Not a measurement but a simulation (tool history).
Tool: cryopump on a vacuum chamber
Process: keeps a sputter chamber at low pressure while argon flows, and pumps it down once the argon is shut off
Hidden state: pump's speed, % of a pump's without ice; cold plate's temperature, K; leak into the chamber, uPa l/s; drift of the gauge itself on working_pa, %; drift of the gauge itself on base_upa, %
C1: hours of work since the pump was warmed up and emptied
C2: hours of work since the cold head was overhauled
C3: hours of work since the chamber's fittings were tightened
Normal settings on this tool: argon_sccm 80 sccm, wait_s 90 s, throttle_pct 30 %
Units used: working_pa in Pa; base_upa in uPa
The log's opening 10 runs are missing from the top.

{"run": 11, "hour": 540.6, "argon_sccm": 80, "wait_s": 253, "throttle_pct": 16, "C1": 304, "C2": 2071, "C3": 1292, "working_pa": 0.4475, "base_upa": 2.19}
{"hour": 578.1, "done": "pump warmed up, emptied and cooled again"}
{"run": 12, "hour": 585.6, "argon_sccm": 80, "wait_s": 253, "throttle_pct": 16, "C1": 5, "C2": 2096, "C3": 1316, "working_pa": 0.4301, "base_upa": 1.96}
{"run": 13, "hour": 621.6, "argon_sccm": 80, "wait_s": 90, "throttle_pct": 30, "C1": 27, "C2": 2118, "C3": 1339, "working_pa": 0.2326, "base_upa": 2.4}
{"run": 14, "hour": 653.0, "argon_sccm": 80, "wait_s": 90, "throttle_pct": 30, "C1": 46, "C2": 2137, "C3": 1358, "working_pa": 0.2336, "base_upa": 2.43}
{"run": 15, "hour": 697.4, "argon_sccm": 80, "wait_s": 90, "throttle_pct": 30, "C1": 73, "C2": 2164, "C3": 1385, "working_pa": 0.2326, "base_upa": 2.47}
{"run": 16, "hour": 738.2, "argon_sccm": 80, "wait_s": 90, "throttle_pct": 30, "C1": 98, "C2": 2190, "C3": 1410, "working_pa": 0.2355, "base_upa": 2.59}
{"run": 17, "hour": 796.7, "argon_sccm": 80, "wait_s": 90, "throttle_pct": 30, "C1": 134, "C2": 2225, "C3": 1446, "working_pa": 0.2389, "base_upa": 2.65}
{"run": 18, "hour": 859.0, "argon_sccm": 80, "wait_s": 90, "throttle_pct": 30, "C1": 173, "C2": 2264, "C3": 1485, "working_pa": 0.2398, "base_upa": 2.76}
{"hour": 933.9, "done": "leaking fittings of the chamber tightened, without venting"}
{"run": 19, "hour": 933.9, "argon_sccm": 80, "wait_s": 139, "throttle_pct": 35, "C1": 218, "C2": 2309, "C3": 0, "working_pa": 0.2087, "base_upa": 0.53}
{"run": 20, "hour": 977.6, "argon_sccm": 80, "wait_s": 139, "throttle_pct": 35, "C1": 244, "C2": 2335, "C3": 27, "working_pa": 0.2098, "base_upa": 0.59}
{"run": 21, "hour": 1044.4, "argon_sccm": 40, "wait_s": 99, "throttle_pct": 30, "C1": 285, "C2": 2377, "C3": 68, "working_pa": 0.1214, "base_upa": 0.79}
{"run": 22, "hour": 1075.8, "argon_sccm": 86, "wait_s": 90, "throttle_pct": 30, "C1": 305, "C2": 2396, "C3": 87, "working_pa": 0.2645, "base_upa": 0.9}
{"hour": 1112.5, "done": "pump warmed up, emptied and cooled again"}
{"run": 23, "hour": 1117.4, "argon_sccm": 86, "wait_s": 90, "throttle_pct": 30, "C1": 3, "C2": 2418, "C3": 110, "working_pa": 0.2488, "base_upa": 0.89}
{"run": 24, "hour": 1190.2, "argon_sccm": 86, "wait_s": 90, "throttle_pct": 30, "C1": 48, "C2": 2463, "C3": 155, "working_pa": 0.251, "base_upa": 0.96}
{"run": 25, "hour": 1240.1, "argon_sccm": 120, "wait_s": 48, "throttle_pct": 47, "C1": 78, "C2": 2494, "C3": 185, "working_pa": 0.2277, "base_upa": 1.53}
{"run": 26, "hour": 1279.5, "argon_sccm": 120, "wait_s": 48, "throttle_pct": 47, "C1": 103, "C2": 2518, "C3": 209, "working_pa": 0.2306, "base_upa": 1.49}
{"run": 27, "hour": 1317.1, "argon_sccm": 82, "wait_s": 101, "throttle_pct": 28, "C1": 126, "C2": 2541, "C3": 233, "working_pa": 0.2596, "base_upa": 0.99}
{"run": 28, "hour": 1391.8, "argon_sccm": 141, "wait_s": 42, "throttle_pct": 17, "C1": 172, "C2": 2587, "C3": 278, "working_pa": 0.729, "base_upa": 1.79}
{"run": 29, "hour": 1428.9, "argon_sccm": 60, "wait_s": 285, "throttle_pct": 48, "C1": 195, "C2": 2610, "C3": 301, "working_pa": 0.1167, "base_upa": 0.8}
{"run": 30, "hour": 1493.3, "argon_sccm": 80, "wait_s": 90, "throttle_pct": 16, "C1": 234, "C2": 2650, "C3": 341, "working_pa": 0.4419, "base_upa": 1.27}
{"run": 31, "hour": 1547.5, "argon_sccm": 80, "wait_s": 90, "throttle_pct": 25, "C1": 268, "C2": 2683, "C3": 374, "working_pa": 0.2877, "base_upa": 1.32}
{"run": 32, "hour": 1584.1, "argon_sccm": 80, "wait_s": 90, "throttle_pct": 25, "C1": 290, "C2": 2705, "C3": 397, "working_pa": 0.2929, "base_upa": 1.32}
{"hour": 1644.2, "done": "pump warmed up, emptied and cooled again"}
{"run": 33, "hour": 1659.5, "argon_sccm": 80, "wait_s": 90, "throttle_pct": 25, "C1": 9, "C2": 2749, "C3": 440, "working_pa": 0.2779, "base_upa": 1.25}
{"run": 34, "hour": 1703.3, "argon_sccm": 64, "wait_s": 65, "throttle_pct": 27, "C1": 36, "C2": 2776, "C3": 467, "working_pa": 0.2064, "base_upa": 1.56}
{"run": 35, "hour": 1762.6, "argon_sccm": 44, "wait_s": 65, "throttle_pct": 27, "C1": 73, "C2": 2812, "C3": 503, "working_pa": 0.1426, "base_upa": 1.6}

Here are 3 independent what-if runs from the current tool condition. What would each one return?
{"run": "A", "hour": 1837.7, "argon_sccm": 80, "wait_s": 29, "throttle_pct": 30, "C1": 119, "C2": 2858, "C3": 550, "working_pa": "?", "base_upa": "?"}
{"run": "B", "hour": 1837.7, "argon_sccm": 33, "wait_s": 262, "throttle_pct": 32, "C1": 119, "C2": 2858, "C3": 550, "working_pa": "?", "base_upa": "?"}
{"run": "C", "hour": 1837.7, "argon_sccm": 57, "wait_s": 53, "throttle_pct": 27, "C1": 119, "C2": 2858, "C3": 550, "working_pa": "?", "base_upa": "?"}

run=A working_pa=0.2331 base_upa=2.66
run=B working_pa=0.091 base_upa=1.09
run=C working_pa=0.185 base_upa=1.88
Had the tool no hidden state, the same runs would have come out as:
run=A working_pa=0.226 base_upa=1.93
run=B working_pa=0.0881 base_upa=0.35
run=C working_pa=0.1799 base_upa=1.13
